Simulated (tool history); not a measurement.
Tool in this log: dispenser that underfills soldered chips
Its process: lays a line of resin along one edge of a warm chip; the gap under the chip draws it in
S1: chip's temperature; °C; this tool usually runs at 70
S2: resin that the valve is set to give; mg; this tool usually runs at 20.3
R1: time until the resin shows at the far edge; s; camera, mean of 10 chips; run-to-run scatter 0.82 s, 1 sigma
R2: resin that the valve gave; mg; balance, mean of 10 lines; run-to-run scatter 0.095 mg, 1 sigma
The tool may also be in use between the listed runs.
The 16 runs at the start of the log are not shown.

run   hour  S1    S2     R1     R2
     148.1  -- new syringe of resin
 17  148.1  70  20.4   75.8  20.09
 18  154.6  70  20.4   92.7  19.81
 19  161.5  70  20.4  111.5  19.91
     167.6  -- new syringe of resin
 20  170.6  57  23.1  134.4  22.25
 21  181.7  60  18.3  167.2  17.52
     187.3  -- new syringe of resin
 22  187.8  57  20.6  125.4  19.73
 23  200.2  70  19.6  111.8  18.46
     206.6  -- new syringe of resin
 24  208.1  83  18.5     53  17.66
     212.6  -- dispensing valve cleaned and set on the balance
 25  219.2  83  18.5   71.8  18.32
     227.7  -- new syringe of resin
 26  229.3  69    19   85.9  19.03
 27    235  70  21.1   95.1  20.94
 28    245  56  18.7    212  18.44
     247.7  -- new syringe of resin
 29  254.4  70  25.8   94.8  25.35
 30  262.2  70  25.8  115.7   25.4
     266.9  -- new syringe of resin
 31  274.7  71  20.7   97.4  20.11
     286.5  -- new syringe of resin
 32  287.4  71  20.7   78.3   20.2
 33  299.6  71  20.7  109.7  20.02
 34  305.2  77  19.7    104  18.98
     306.4  -- new syringe of resin
 35  311.8  77  19.7   72.8  18.84
 36  322.8  59  23.9  185.1  22.78

Branching from run 36: 3 alternative next runs. What would each branch give?
     326.4  -- new syringe of resin
     335.7  -- dispensing valve cleaned and set on the balance
  A  335.7  67  21.8   ?   ?
     326.4  -- new syringe of resin
     335.7  -- dispensing valve cleaned and set on the balance
  B  335.7  75  19.6   ?   ?
     326.4  -- new syringe of resin
     335.7  -- dispensing valve cleaned and set on the balance
  C  335.7  64  21.2   ?   ?

run     R1     R2
  A  107.7   21.8
  B   80.7  19.65
  C  120.3  21.21
With the hidden condition removed and each run's random variation left untouched, the same runs would have given:
run    R1     R2
  A  84.1  21.81
  B  63.3  19.66
  C  93.9  21.22
